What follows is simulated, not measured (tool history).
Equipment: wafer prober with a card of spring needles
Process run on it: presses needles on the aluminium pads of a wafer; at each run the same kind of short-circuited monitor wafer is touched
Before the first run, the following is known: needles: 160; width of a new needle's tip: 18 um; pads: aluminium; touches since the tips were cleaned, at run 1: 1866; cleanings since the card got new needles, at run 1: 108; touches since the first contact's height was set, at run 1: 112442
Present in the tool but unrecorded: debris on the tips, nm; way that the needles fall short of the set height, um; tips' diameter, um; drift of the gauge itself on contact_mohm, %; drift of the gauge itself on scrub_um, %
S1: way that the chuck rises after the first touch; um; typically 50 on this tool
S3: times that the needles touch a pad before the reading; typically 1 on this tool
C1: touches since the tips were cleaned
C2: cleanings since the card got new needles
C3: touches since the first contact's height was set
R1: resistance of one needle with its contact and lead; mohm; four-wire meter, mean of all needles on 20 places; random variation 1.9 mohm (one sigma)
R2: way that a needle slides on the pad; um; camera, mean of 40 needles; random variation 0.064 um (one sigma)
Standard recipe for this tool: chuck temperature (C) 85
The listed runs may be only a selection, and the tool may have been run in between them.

run 1 hour=0.0 | S1=50 chuck_temperature_(C)=85 S3=1 | C1=1866 C2=108 C3=112442 | R1=267 R2=7.61
-- hour=3.6 tips cleaned on abrasive film
-- hour=12.3 tips cleaned on abrasive film
run 2 hour=18.3 | S1=50 chuck_temperature_(C)=85 S3=1 | C1=2081 C2=110 C3=118700 | R1=271 R2=7.68
-- hour=22.0 tips cleaned on abrasive film
-- hour=24.3 height of the first contact set anew
-- hour=30.8 tips cleaned on abrasive film
run 3 hour=30.8 | S1=32 chuck_temperature_(C)=85 S3=1 | C1=0 C2=112 C3=2211 | R1=248 R2=4.32
-- hour=39.2 tips cleaned on abrasive film
-- hour=47.8 tips cleaned on abrasive film
run 4 hour=53.7 | S1=32 chuck_temperature_(C)=85 S3=1 | C1=2020 C2=114 C3=10040 | R1=405 R2=4.28
-- hour=57.8 tips cleaned on abrasive film
-- hour=65.0 height of the first contact set anew, once more
-- hour=67.1 tips cleaned on abrasive film
-- hour=75.2 tips cleaned on abrasive film
run 5 hour=75.6 | S1=32 chuck_temperature_(C)=85 S3=1 | C1=135 C2=117 C3=3569 | R1=246 R2=5.13
-- hour=83.4 tips cleaned on abrasive film
-- hour=92.3 tips cleaned on abrasive film
run 6 hour=93.6 | S1=50 chuck_temperature_(C)=104 S3=1 | C1=469 C2=119 C3=9725 | R1=229 R2=7.98
-- hour=100.5 tips cleaned on abrasive film
-- hour=108.9 tips cleaned on abrasive film
run 7 hour=114.9 | S1=50 chuck_temperature_(C)=85 S3=1 | C1=2101 C2=121 C3=17016 | R1=265 R2=8.01
-- hour=117.0 tips cleaned on abrasive film
-- hour=126.4 tips cleaned on abrasive film
-- hour=134.5 tips cleaned on abrasive film
run 8 hour=134.7 | S1=50 chuck_temperature_(C)=85 S3=1 | C1=83 C2=124 C3=23738 | R1=217 R2=8.04
-- hour=144.3 tips cleaned on abrasive film
-- hour=152.9 tips cleaned on abrasive film
run 9 hour=153.5 | S1=50 chuck_temperature_(C)=85 S3=1 | C1=219 C2=126 C3=30151 | R1=220 R2=7.96
-- hour=162.0 tips cleaned on abrasive film
-- hour=171.2 tips cleaned on abrasive film
run 10 hour=174.3 | S1=50 chuck_temperature_(C)=85 S3=1 | C1=1064 C2=128 C3=37238 | R1=247 R2=7.85
-- hour=179.8 tips cleaned on abrasive film
-- hour=189.3 tips cleaned on abrasive film
run 11 hour=197.0 | S1=50 chuck_temperature_(C)=64 S3=1 | C1=2647 C2=130 C3=45008 | R1=273 R2=7.83
-- hour=198.2 tips cleaned on abrasive film
-- hour=207.0 tips cleaned on abrasive film
-- hour=215.9 tips cleaned on abrasive film
run 12 hour=222.6 | S1=39 chuck_temperature_(C)=54 S3=1 | C1=2298 C2=133 C3=53746 | R1=319 R2=5.96
-- hour=224.0 tips cleaned on abrasive film
-- hour=233.6 tips cleaned on abrasive film
run 13 hour=233.8 | S1=39 chuck_temperature_(C)=54 S3=1 | C1=81 C2=135 C3=57552 | R1=226 R2=6.09
-- hour=242.7 tips cleaned on abrasive film
-- hour=252.4 tips cleaned on abrasive film
run 14 hour=257.0 | S1=50 chuck_temperature_(C)=39 S3=1 | C1=1607 C2=137 C3=65494 | R1=246 R2=7.68
-- hour=261.0 tips cleaned on abrasive film
-- hour=270.2 tips cleaned on abrasive film
run 15 hour=274.8 | S1=50 chuck_temperature_(C)=39 S3=1 | C1=1606 C2=139 C3=71560 | R1=246 R2=7.72
-- hour=278.4 tips cleaned on abrasive film
-- hour=286.8 tips cleaned on abrasive film
run 16 hour=293.1 | S1=50 chuck_temperature_(C)=105 S3=1 | C1=2169 C2=141 C3=77794 | R1=279 R2=7.62

Pick out some run-to-run changes in R1. Of each, how much would a tool without hidden state show as well, from the settings, what came in and chance, and how much is left for the hidden state and any gauge scatter not in both results compared?
Run 3 -> 4: tips cleaned on abrasive film, tips cleaned on abrasive film. R1 +157 mohm: hidden state +158, all else -1.
Run 4 -> 5: tips cleaned on abrasive film, height of the first contact set anew, once more, tips cleaned on abrasive film, tips cleaned on abrasive film. R1 -159 mohm: hidden state -157, all else -2.
